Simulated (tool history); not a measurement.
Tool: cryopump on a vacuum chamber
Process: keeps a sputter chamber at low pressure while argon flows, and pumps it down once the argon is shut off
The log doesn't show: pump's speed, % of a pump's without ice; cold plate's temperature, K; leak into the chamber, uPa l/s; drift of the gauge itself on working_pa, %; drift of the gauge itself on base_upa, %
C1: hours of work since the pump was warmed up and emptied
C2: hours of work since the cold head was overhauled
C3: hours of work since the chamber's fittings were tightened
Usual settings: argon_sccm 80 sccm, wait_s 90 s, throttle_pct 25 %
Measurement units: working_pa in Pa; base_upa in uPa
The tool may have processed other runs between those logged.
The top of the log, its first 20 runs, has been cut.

Run 21, hour 303.2: usual settings but argon_sccm 124 sccm, wait_s 215 s, throttle_pct 53 %; C1 7; C2 618; C3 1514. Result: working_pa 0.2876 Pa, base_upa 2.08 uPa.
Run 22, hour 317.0: usual settings but argon_sccm 139 sccm, wait_s 48 s; C1 17; C2 628; C3 1524. Result: working_pa 0.6806 Pa, base_upa 3.07 uPa.
Run 23, hour 331.4: usual settings but wait_s 38 s, throttle_pct 46 %; C1 28; C2 639; C3 1534. Result: working_pa 0.2124 Pa, base_upa 3.61 uPa.
Run 24, hour 341.3: usual settings but wait_s 38 s, throttle_pct 46 %; C1 35; C2 646; C3 1541. Result: working_pa 0.2136 Pa, base_upa 3.52 uPa.
Run 25, hour 359.7: usual settings but wait_s 38 s, throttle_pct 46 %; C1 48; C2 659; C3 1554. Result: working_pa 0.2120 Pa, base_upa 3.52 uPa.
Run 26, hour 376.9: usual settings but argon_sccm 46 sccm, wait_s 30 s, throttle_pct 28 %; C1 61; C2 671; C3 1567. Result: working_pa 0.2009 Pa, base_upa 4.06 uPa.
Run 27, hour 393.6: usual settings but wait_s 33 s, throttle_pct 28 %; C1 73; C2 683; C3 1579. Result: working_pa 0.3488 Pa, base_upa 3.83 uPa.
Run 28, hour 409.1: usual settings but argon_sccm 91 sccm, wait_s 27 s, throttle_pct 21 %; C1 84; C2 695; C3 1590. Result: working_pa 0.5312 Pa, base_upa 4.46 uPa.
Run 29, hour 427.7: usual settings but argon_sccm 77 sccm; C1 97; C2 708; C3 1603. Result: working_pa 0.3758 Pa, base_upa 2.63 uPa.
Run 30, hour 444.4: usual settings but argon_sccm 77 sccm; C1 109; C2 720; C3 1616. Result: working_pa 0.3773 Pa, base_upa 2.66 uPa.
Run 31, hour 459.0: usual settings but argon_sccm 123 sccm, wait_s 208 s, throttle_pct 17 %; C1 120; C2 731; C3 1626. Result: working_pa 0.8869 Pa, base_upa 2.20 uPa.
Run 32, hour 479.4: usual settings but argon_sccm 139 sccm, throttle_pct 38 %; C1 135; C2 745; C3 1641. Result: working_pa 0.4517 Pa, base_upa 2.73 uPa.
Run 33, hour 491.9: usual settings but argon_sccm 139 sccm, throttle_pct 38 %; C1 144; C2 754; C3 1650. Result: working_pa 0.4544 Pa, base_upa 2.65 uPa.

Here are 5 independent what-if runs from the current tool condition. What would each one return?
Run A, hour 512.8: usual settings but argon_sccm 105 sccm, wait_s 255 s, throttle_pct 24 %; C1 159; C2 769; C3 1665. Result: working_pa ?, base_upa ?.
Run B, hour 512.8: usual settings but argon_sccm 134 sccm, wait_s 54 s, throttle_pct 56 %; C1 159; C2 769; C3 1665. Result: working_pa ?, base_upa ?.
Run C, hour 512.8: usual settings but argon_sccm 139 sccm, wait_s 253 s, throttle_pct 28 %; C1 159; C2 769; C3 1665. Result: working_pa ?, base_upa ?.
Run D, hour 512.8: usual settings but argon_sccm 131 sccm; C1 159; C2 769; C3 1665. Result: working_pa ?, base_upa ?.
Run E, hour 512.8: usual settings but argon_sccm 56 sccm, wait_s 85 s, throttle_pct 28 %; C1 159; C2 769; C3 1665. Result: working_pa ?, base_upa ?.

run  working_pa  base_upa
  A      0.5441      2.23
  B      0.2994      3.19
  C      0.6133      2.23
  D      0.6494      2.63
  E      0.2487      2.78
What these runs would have given with no unlogged condition in the tool:
run  working_pa  base_upa
  A      0.5376      0.51
  B      0.2912      1.48
  C      0.6048      0.51
  D      0.6413      0.97
  E      0.2452      1.04

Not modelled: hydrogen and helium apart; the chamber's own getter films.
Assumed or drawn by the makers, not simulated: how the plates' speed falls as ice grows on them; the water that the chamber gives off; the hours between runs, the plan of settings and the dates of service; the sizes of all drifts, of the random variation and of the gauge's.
